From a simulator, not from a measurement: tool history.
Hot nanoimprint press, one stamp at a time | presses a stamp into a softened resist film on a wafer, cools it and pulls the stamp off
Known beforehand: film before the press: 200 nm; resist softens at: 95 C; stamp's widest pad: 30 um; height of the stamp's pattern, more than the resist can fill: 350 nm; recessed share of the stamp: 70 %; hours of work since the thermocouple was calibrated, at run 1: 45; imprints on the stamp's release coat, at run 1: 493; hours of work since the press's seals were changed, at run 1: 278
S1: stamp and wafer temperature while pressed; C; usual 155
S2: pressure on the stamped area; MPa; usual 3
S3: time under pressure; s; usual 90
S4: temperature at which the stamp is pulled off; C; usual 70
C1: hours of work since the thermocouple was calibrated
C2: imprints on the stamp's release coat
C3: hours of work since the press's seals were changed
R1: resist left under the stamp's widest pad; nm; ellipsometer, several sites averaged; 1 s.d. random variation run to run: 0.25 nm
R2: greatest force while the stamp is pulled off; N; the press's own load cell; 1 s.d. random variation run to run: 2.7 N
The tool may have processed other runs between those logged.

| run | hour | S1 | S2 | S3 | S4 | C1 | C2 | C3 | R1 | R2 |
|---|---|---|---|---|---|---|---|---|---|---|
| 1 | 0 | 155 | 3 | 90 | 70 | 45 | 493 | 278 | 98 | 215 |
| 2 | 10.1 | 155 | 3 | 90 | 70 | 53 | 552 | 286 | 97.2 | 220 |
| 3 | 23.2 | 155 | 3 | 55 | 70 | 63 | 629 | 297 | 113.5 | 223 |
| 4 | 37 | 155 | 3 | 55 | 70 | 74 | 710 | 308 | 113.6 | 233 |
| 5 | 51.5 | 155 | 3 | 55 | 58 | 86 | 794 | 319 | 113.7 | 259 |
|  | 62.2 | stamp cleaned and given a new release coat |
| 6 | 65.5 | 155 | 3 | 55 | 58 | 92 | 19 | 325 | 113.3 | 209 |
| 7 | 72.2 | 155 | 3 | 90 | 70 | 98 | 58 | 331 | 97 | 192 |
| 8 | 87.2 | 155 | 3 | 90 | 70 | 110 | 146 | 343 | 97.1 | 199 |
| 9 | 99 | 155 | 3 | 90 | 70 | 119 | 215 | 352 | 97.8 | 197 |
| 10 | 108.5 | 155 | 3 | 90 | 70 | 126 | 271 | 360 | 97.1 | 204 |
| 11 | 117.6 | 155 | 3 | 90 | 70 | 134 | 324 | 367 | 97.3 | 203 |
| 12 | 125.4 | 153 | 3 | 90 | 70 | 140 | 369 | 373 | 104.4 | 210 |
| 13 | 133.7 | 165 | 3 | 90 | 70 | 146 | 418 | 379 | 70.3 | 210 |
| 14 | 145.5 | 165 | 3 | 90 | 70 | 156 | 487 | 389 | 70.2 | 217 |
| 15 | 156.3 | 165 | 3 | 90 | 70 | 164 | 550 | 397 | 70.7 | 221 |
| 16 | 168.7 | 161 | 3 | 90 | 70 | 174 | 623 | 407 | 79.6 | 230 |

Run 17, settings as shown, results not yet in. Your forecast:
| 17 | 183.2 | 159 | 3 | 160 | 70 | 186 | 708 | 419 | ? | ? |

Run 17 yielded R1 70.1 nm, R2 235 N.
Take away the tool's hidden state, keep the run-to-run variation as it was, and the same run would have given R1 69.9 nm, R2 195 N.

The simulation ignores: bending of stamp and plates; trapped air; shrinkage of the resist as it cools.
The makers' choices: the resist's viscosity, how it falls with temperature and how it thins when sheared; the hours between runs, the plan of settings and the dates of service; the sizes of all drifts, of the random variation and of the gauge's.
